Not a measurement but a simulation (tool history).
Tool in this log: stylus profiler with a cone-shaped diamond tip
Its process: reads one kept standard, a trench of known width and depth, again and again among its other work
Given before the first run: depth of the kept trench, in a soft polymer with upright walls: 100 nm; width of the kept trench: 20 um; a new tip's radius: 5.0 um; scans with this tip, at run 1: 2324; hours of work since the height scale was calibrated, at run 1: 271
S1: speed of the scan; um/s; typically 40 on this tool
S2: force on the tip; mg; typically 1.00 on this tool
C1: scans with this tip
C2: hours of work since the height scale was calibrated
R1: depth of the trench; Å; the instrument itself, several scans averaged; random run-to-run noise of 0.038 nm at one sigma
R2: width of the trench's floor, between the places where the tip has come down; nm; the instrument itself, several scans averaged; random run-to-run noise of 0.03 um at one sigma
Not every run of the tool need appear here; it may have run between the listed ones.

run	hour	S1	S2	C1	C2	R1	R2
1	0.0	40	1.00	2324	271	1008.9	17610
2	10.8	40	1.00	2386	278	1008.7	17610
3	24.4	40	1.00	2463	287	1009.1	17670
4	39.2	40	1.00	2548	297	1008.3	17620
5	53.1	40	0.52	2627	306	1005.3	17450
6	62.8	40	0.52	2682	313	1005.3	17540
7	69.2	40	0.52	2719	317	1004.8	17430
8	80.6	40	0.52	2784	325	1005.6	17470
9	87.8	40	1.00	2825	329	1009.1	17610
10	99.8	40	1.00	2894	337	1009.4	17580
11	113.1	26	0.73	2970	346	1006.9	17690
12	126.2	10	0.38	3045	355	1004.2	17800
13	136.9	121	2.35	3106	362	1016.3	17290
14	147.0	22	1.39	3164	369	1010.5	17780
15	154.6	22	1.39	3207	374	1011.5	17780
16	167.6	27	1.46	3281	382	1012.2	17710
17	177.1	30	1.32	3336	389	1010.9	17710
18	189.5	144	1.90	3407	397	1014.2	17050
19	202.5	52	0.63	3481	406	1006.9	17420
20	215.7	20	1.78	3557	415	1013.0	17770

Pick out some run-to-run changes in R1. Of each, how much would a tool without hidden state show as well, from the settings, what came in and chance, and how much is left for the hidden state and any gauge scatter not in both results compared?
Hidden state at play: radius of the tip, um; height scale over the true one, %; drift of the gauge itself on depth_nm, %; drift of the gauge itself on floor_um, %.
Run 4 -> 5: S2 1.00 -> 0.52. R1 -3.0 Å: hidden state -0.1, all else -2.9.
Run 5 -> 6: nothing adjusted, nothing logged. R1 +0.0 Å: hidden state +0.1, all else -0.1.
Run 12 -> 13: S1 10 -> 121, S2 0.38 -> 2.35. R1 +12.1 Å: hidden state +0.0, all else +12.1.
Run 18 -> 19: S1 144 -> 52, S2 1.90 -> 0.63. R1 -7.3 Å: hidden state +0.1, all else -7.4.

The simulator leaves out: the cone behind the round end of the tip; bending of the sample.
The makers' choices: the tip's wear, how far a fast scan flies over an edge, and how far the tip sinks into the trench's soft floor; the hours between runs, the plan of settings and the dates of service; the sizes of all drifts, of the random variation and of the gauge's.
